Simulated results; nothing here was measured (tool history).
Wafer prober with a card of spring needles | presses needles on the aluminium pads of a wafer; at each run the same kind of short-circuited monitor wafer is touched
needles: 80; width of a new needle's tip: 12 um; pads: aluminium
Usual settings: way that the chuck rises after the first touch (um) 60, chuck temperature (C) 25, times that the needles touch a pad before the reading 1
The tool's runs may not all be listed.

| run | hour | way that the chuck rises after the first touch (um) | chuck temperature (C) | times that the needles touch a pad before the reading | resistance of one needle with its contact and lead (mohm) | way that a needle slides on the pad (um) |
|---|---|---|---|---|---|---|
| 1 | 0.0 | 60 | 25 | 1 | 234 | 14.53 |
|  | 1.2 | tips cleaned on abrasive film |
|  | 5.8 | tips cleaned on abrasive film |
|  | 10.8 | tips cleaned on abrasive film |
| 2 | 10.8 | 60 | 25 | 1 | 188 | 14.60 |
|  | 16.5 | tips cleaned on abrasive film |
|  | 21.1 | tips cleaned on abrasive film |
| 3 | 25.1 | 60 | 25 | 2 | 223 | 14.57 |
|  | 26.3 | tips cleaned on abrasive film |
|  | 30.9 | tips cleaned on abrasive film |
|  | 36.7 | tips cleaned on abrasive film |
|  | 42.4 | tips cleaned on abrasive film |
|  | 48.0 | tips cleaned on abrasive film |
| 4 | 48.0 | 55 | 25 | 1 | 190 | 13.18 |
|  | 53.7 | tips cleaned on abrasive film |
|  | 59.4 | tips cleaned on abrasive film |
|  | 65.2 | tips cleaned on abrasive film |
|  | 69.8 | tips cleaned on abrasive film |
| 5 | 72.4 | 55 | 25 | 1 | 234 | 13.13 |
|  | 74.7 | tips cleaned on abrasive film |
|  | 80.4 | tips cleaned on abrasive film |
|  | 85.9 | tips cleaned on abrasive film |
| 6 | 86.1 | 60 | 25 | 2 | 188 | 14.42 |
|  | 90.7 | tips cleaned on abrasive film |
|  | 95.3 | tips cleaned on abrasive film |
|  | 100.9 | tips cleaned on abrasive film |
| 7 | 101.6 | 60 | 25 | 2 | 191 | 14.30 |
|  | 106.2 | tips cleaned on abrasive film |
|  | 111.9 | tips cleaned on abrasive film |
|  | 115.4 | tips cleaned on abrasive film, once more |
| 8 | 117.2 | 60 | 25 | 2 | 203 | 14.32 |
|  | 120.6 | tips cleaned on abrasive film |
|  | 126.3 | tips cleaned on abrasive film |
|  | 132.0 | tips cleaned on abrasive film |
| 9 | 133.3 | 60 | 25 | 2 | 201 | 14.03 |
|  | 136.8 | tips cleaned on abrasive film |
|  | 142.5 | tips cleaned on abrasive film |
|  | 148.2 | tips cleaned on abrasive film |
|  | 154.0 | tips cleaned on abrasive film |
| 10 | 154.6 | 60 | 25 | 2 | 201 | 14.17 |
|  | 159.2 | tips cleaned on abrasive film |
|  | 164.9 | tips cleaned on abrasive film |
| 11 | 167.5 | 60 | 25 | 1 | 236 | 14.04 |
|  | 169.9 | tips cleaned on abrasive film |
|  | 174.5 | tips cleaned on abrasive film |
|  | 179.4 | tips cleaned on abrasive film |
| 12 | 179.4 | 60 | 25 | 1 | 186 | 14.16 |
|  | 184.0 | tips cleaned on abrasive film |
|  | 189.7 | tips cleaned on abrasive film |
|  | 194.3 | tips cleaned on abrasive film |
|  | 200.0 | tips cleaned on abrasive film |
| 13 | 201.3 | 60 | 25 | 1 | 216 | 13.92 |
|  | 204.7 | tips cleaned on abrasive film |
|  | 210.4 | tips cleaned on abrasive film |
|  | 216.0 | tips cleaned on abrasive film |
|  | 220.6 | tips cleaned on abrasive film |
| 14 | 225.0 | 60 | 25 | 1 | 255 | 13.90 |
|  | 226.2 | tips cleaned on abrasive film |
|  | 230.8 | tips cleaned on abrasive film |
|  | 234.5 | height of the first contact set anew |
|  | 235.8 | tips cleaned on abrasive film |
|  | 241.5 | tips cleaned on abrasive film |
|  | 247.2 | tips cleaned on abrasive film |
| 15 | 248.3 | 51 | 95 | 1 | 231 | 12.93 |
|  | 252.9 | tips cleaned on abrasive film |
|  | 257.5 | tips cleaned on abrasive film |
|  | 262.1 | tips cleaned on abrasive film |
| 16 | 265.1 | 55 | 54 | 1 | 251 | 13.71 |
|  | 267.4 | tips cleaned on abrasive film |
|  | 273.2 | tips cleaned on abrasive film |
|  | 278.5 | tips cleaned on abrasive film |
| 17 | 278.5 | 72 | 81 | 2 | 196 | 17.95 |
|  | 283.1 | tips cleaned on abrasive film |
|  | 287.7 | tips cleaned on abrasive film |
| 18 | 290.1 | 60 | 61 | 2 | 214 | 14.97 |
|  | 292.4 | tips cleaned on abrasive film |
|  | 298.1 | tips cleaned on abrasive film |
|  | 303.8 | tips cleaned on abrasive film |
|  | 308.7 | tips cleaned on abrasive film |
| 19 | 308.7 | 54 | 55 | 3 | 196 | 13.39 |
|  | 313.3 | tips cleaned on abrasive film |
|  | 319.0 | tips cleaned on abrasive film |
|  | 324.6 | tips cleaned on abrasive film |
| 20 | 325.4 | 41 | 41 | 3 | 207 | 10.04 |
|  | 330.0 | tips cleaned on abrasive film |
|  | 335.6 | tips cleaned on abrasive film |
|  | 341.3 | tips cleaned on abrasive film |
| 21 | 343.4 | 60 | 101 | 2 | 223 | 14.71 |
|  | 346.9 | tips cleaned on abrasive film |
|  | 352.7 | tips cleaned on abrasive film |
|  | 358.4 | tips cleaned on abrasive film |
|  | 364.0 | tips cleaned on abrasive film |
| 22 | 367.9 | 60 | 101 | 2 | 237 | 14.61 |
|  | 369.1 | tips cleaned on abrasive film |
|  | 374.8 | tips cleaned on abrasive film |
|  | 379.4 | tips cleaned on abrasive film |
| 23 | 383.6 | 60 | 101 | 2 | 238 | 14.48 |
|  | 384.9 | tips cleaned on abrasive film |
|  | 390.6 | tips cleaned on abrasive film |
|  | 396.3 | tips cleaned on abrasive film |
|  | 402.1 | tips cleaned on abrasive film |
| 24 | 406.0 | 60 | 68 | 2 | 231 | 14.68 |
|  | 407.2 | tips cleaned on abrasive film |
|  | 412.9 | tips cleaned on abrasive film |
|  | 418.7 | tips cleaned on abrasive film |
|  | 423.3 | tips cleaned on abrasive film |
| 25 | 423.8 | 53 | 41 | 1 | 211 | 12.60 |
|  | 428.3 | tips cleaned on abrasive film |
|  | 433.9 | tips cleaned on abrasive film |
|  | 439.6 | tips cleaned on abrasive film |
|  | 444.2 | tips cleaned on abrasive film |
| 26 | 448.4 | 45 | 28 | 2 | 260 | 10.54 |

3 ways to go on from here, each from the tool as it stands after run 26. What would each give?
|  | 449.7 | tips cleaned on abrasive film |
|  | 455.4 | tips cleaned on abrasive film |
| A | 459.3 | 54 | 28 | 2 | ? | ? |
|  | 449.7 | tips cleaned on abrasive film |
|  | 455.4 | tips cleaned on abrasive film |
| B | 459.3 | 52 | 101 | 1 | ? | ? |
|  | 449.7 | tips cleaned on abrasive film |
|  | 455.4 | tips cleaned on abrasive film |
| C | 459.3 | 56 | 29 | 1 | ? | ? |

| run | resistance of one needle with its contact and lead (mohm) | way that a needle slides on the pad (um) |
|---|---|---|
| A | 237 | 12.79 |
| B | 284 | 12.28 |
| C | 262 | 13.20 |
Without the tool's hidden state the same runs would have given:
| run | resistance of one needle with its contact and lead (mohm) | way that a needle slides on the pad (um) |
|---|---|---|
| A | 182 | 13.58 |
| B | 198 | 13.08 |
| C | 180 | 14.00 |
